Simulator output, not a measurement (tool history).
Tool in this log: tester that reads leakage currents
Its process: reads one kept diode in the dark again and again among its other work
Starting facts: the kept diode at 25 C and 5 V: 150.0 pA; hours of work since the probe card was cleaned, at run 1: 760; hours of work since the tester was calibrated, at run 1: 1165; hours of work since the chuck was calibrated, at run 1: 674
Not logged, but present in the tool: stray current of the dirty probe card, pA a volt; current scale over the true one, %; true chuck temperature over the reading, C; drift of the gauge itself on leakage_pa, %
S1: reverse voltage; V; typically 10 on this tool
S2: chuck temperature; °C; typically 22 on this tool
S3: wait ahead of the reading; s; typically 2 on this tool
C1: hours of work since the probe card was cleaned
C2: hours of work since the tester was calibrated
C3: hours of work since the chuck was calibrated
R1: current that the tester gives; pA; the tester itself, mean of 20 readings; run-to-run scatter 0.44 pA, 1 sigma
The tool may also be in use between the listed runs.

Run 1, hour 0: usual settings; C1 760; C2 1165; C3 674. Result: R1 142.24 pA.
Run 2, hour 102.6: usual settings; C1 802; C2 1207; C3 716. Result: R1 141.6 pA.
Run 3, hour 183.3: usual settings; C1 835; C2 1241; C3 749. Result: R1 142.3 pA.
Run 4, hour 268.9: usual settings but S3 0.59 s; C1 871; C2 1276; C3 785. Result: R1 143.41 pA.
Run 5, hour 350.1: usual settings but S1 6.8 V; C1 904; C2 1309; C3 818. Result: R1 125.43 pA.
Run 6, hour 426.6: usual settings but S1 6.8 V, S3 0.63 s; C1 936; C2 1341; C3 850. Result: R1 126.82 pA.
At hour 434.7: tester calibrated.
Run 7, hour 545.1: usual settings but S1 6.8 V, S3 0.63 s; C1 984; C2 46; C3 898. Result: R1 126.28 pA.
Run 8, hour 638.8: usual settings but S1 6.8 V, S3 0.63 s; C1 1023; C2 84; C3 937. Result: R1 126.3 pA.
Run 9, hour 744.7: usual settings but S1 6.8 V, S3 0.63 s; C1 1066; C2 128; C3 980. Result: R1 126.21 pA.
Run 10, hour 822.6: usual settings but S1 4.4 V, S2 28 °C, S3 0.34 s; C1 1098; C2 160; C3 1012. Result: R1 180.31 pA.
Run 11, hour 954.3: usual settings but S1 1.2 V; C1 1153; C2 214; C3 1067. Result: R1 72.51 pA.

Run 12 comes next. What will it give?
Run 12, hour 1069.6: usual settings but S1 1.2 V; C1 1200; C2 262; C3 1114. Result: R1 ?.

Run 12 gave R1 72.82 pA.
Had the tool carried no hidden state, the very same run would have given R1 76.04 pA.
